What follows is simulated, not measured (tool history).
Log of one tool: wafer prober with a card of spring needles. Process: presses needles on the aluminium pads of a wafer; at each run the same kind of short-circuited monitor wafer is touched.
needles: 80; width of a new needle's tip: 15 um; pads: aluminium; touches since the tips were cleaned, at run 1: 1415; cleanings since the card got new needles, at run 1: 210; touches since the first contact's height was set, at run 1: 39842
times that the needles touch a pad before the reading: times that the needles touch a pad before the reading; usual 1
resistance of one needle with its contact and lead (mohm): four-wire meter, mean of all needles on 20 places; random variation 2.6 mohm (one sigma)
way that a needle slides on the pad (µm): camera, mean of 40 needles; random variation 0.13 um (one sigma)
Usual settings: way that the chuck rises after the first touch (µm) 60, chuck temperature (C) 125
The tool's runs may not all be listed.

run,day,way that the chuck rises after the first touch (µm),chuck temperature (C),times that the needles touch a pad before the reading,touches since the tips were cleaned,cleanings since the card got new needles,touches since the first contact's height was set,resistance of one needle with its contact and lead (mohm),way that a needle slides on the pad (µm)
1,0.000,60,125,1,1415,210,39842,310,9.89
# day 0.033: tips cleaned on abrasive film
# day 0.183: tips cleaned on abrasive film
# day 0.308: tips cleaned on abrasive film
# day 0.458: tips cleaned on abrasive film
# day 0.608: tips cleaned on abrasive film
# day 0.762: tips cleaned on abrasive film
# day 0.912: tips cleaned on abrasive film
# day 1.062: tips cleaned on abrasive film
# day 1.217: tips cleaned on abrasive film
# day 1.367: tips cleaned on abrasive film
# day 1.517: tips cleaned on abrasive film
# day 1.671: tips cleaned on abrasive film
# day 1.821: tips cleaned on abrasive film
# day 1.975: tips cleaned on abrasive film
2,2.088,60,125,1,1616,224,68905,321,9.51
# day 2.121: tips cleaned on abrasive film
# day 2.271: tips cleaned on abrasive film
# day 2.421: tips cleaned on abrasive film
# day 2.575: tips cleaned on abrasive film
# day 2.725: tips cleaned on abrasive film
# day 2.875: tips cleaned on abrasive film
# day 3.029: tips cleaned on abrasive film
# day 3.179: tips cleaned on abrasive film
# day 3.329: tips cleaned on abrasive film
# day 3.483: tips cleaned on abrasive film
# day 3.633: tips cleaned on abrasive film
# day 3.783: tips cleaned on abrasive film
# day 3.938: tips cleaned on abrasive film
# day 4.088: tips cleaned on abrasive film
3,4.171,58,125,1,1207,238,97981,318,8.91
# day 4.233: tips cleaned on abrasive film
# day 4.388: tips cleaned on abrasive film
# day 4.538: tips cleaned on abrasive film
# day 4.692: tips cleaned on abrasive film
# day 4.842: tips cleaned on abrasive film
# day 4.962: tips cleaned on abrasive film
# day 5.117: tips cleaned on abrasive film
# day 5.267: tips cleaned on abrasive film
# day 5.388: tips cleaned on abrasive film
# day 5.538: tips cleaned on abrasive film
# day 5.692: tips cleaned on abrasive film
# day 5.842: tips cleaned on abrasive film
# day 5.996: tips cleaned on abrasive film
# day 6.146: tips cleaned on abrasive film
# day 6.267: tips cleaned on abrasive film
4,6.271,60,125,1,57,253,127175,308,9.05
# day 6.392: tips cleaned on abrasive film
# day 6.546: tips cleaned on abrasive film
# day 6.696: tips cleaned on abrasive film
# day 6.846: tips cleaned on abrasive film
# day 7.000: tips cleaned on abrasive film
# day 7.150: tips cleaned on abrasive film
# day 7.300: tips cleaned on abrasive film
# day 7.454: tips cleaned on abrasive film
# day 7.604: tips cleaned on abrasive film
5,7.717,56,125,1,1596,262,147351,322,8.19
# day 7.750: tips cleaned on abrasive film
# day 7.900: tips cleaned on abrasive film
# day 8.025: tips cleaned on abrasive film
# day 8.175: tips cleaned on abrasive film
# day 8.325: tips cleaned on abrasive film
# day 8.479: tips cleaned on abrasive film
# day 8.629: tips cleaned on abrasive film
# day 8.779: tips cleaned on abrasive film
# day 8.904: tips cleaned on abrasive film
# day 9.054: tips cleaned on abrasive film
# day 9.204: tips cleaned on abrasive film
# day 9.358: tips cleaned on abrasive film
6,9.442,56,125,1,1227,274,171381,328,7.99
# day 9.504: tips cleaned on abrasive film
# day 9.658: tips cleaned on abrasive film
# day 9.808: tips cleaned on abrasive film
# day 9.929: tips cleaned on abrasive film
# day 10.083: tips cleaned on abrasive film
# day 10.204: tips cleaned on abrasive film
# day 10.296: tips cleaned on abrasive film, once more
# day 10.446: tips cleaned on abrasive film
# day 10.571: tips cleaned on abrasive film
# day 10.721: tips cleaned on abrasive film
# day 10.871: tips cleaned on abrasive film
7,10.946,56,125,1,1045,285,192274,325,7.91

Forecast run 8:
# day 11.008: tips cleaned on abrasive film
# day 11.158: tips cleaned on abrasive film
# day 11.233: height of the first contact set anew
# day 11.325: tips cleaned on abrasive film
# day 11.475: tips cleaned on abrasive film
# day 11.629: tips cleaned on abrasive film
# day 11.779: tips cleaned on abrasive film
# day 11.929: tips cleaned on abrasive film
# day 12.083: tips cleaned on abrasive film
# day 12.233: tips cleaned on abrasive film
# day 12.383: tips cleaned on abrasive film
# day 12.538: tips cleaned on abrasive film
# day 12.688: tips cleaned on abrasive film
8,12.738,56,125,1,729,297,20999,?,?

{"run 8": {"resistance of one needle with its contact and lead (mohm)": 312, "way that a needle slides on the pad (µm)": 9.4}}
Without the tool's hidden state the same run would have given resistance of one needle with its contact and lead (mohm) 295, way that a needle slides on the pad (µm) 9.59.

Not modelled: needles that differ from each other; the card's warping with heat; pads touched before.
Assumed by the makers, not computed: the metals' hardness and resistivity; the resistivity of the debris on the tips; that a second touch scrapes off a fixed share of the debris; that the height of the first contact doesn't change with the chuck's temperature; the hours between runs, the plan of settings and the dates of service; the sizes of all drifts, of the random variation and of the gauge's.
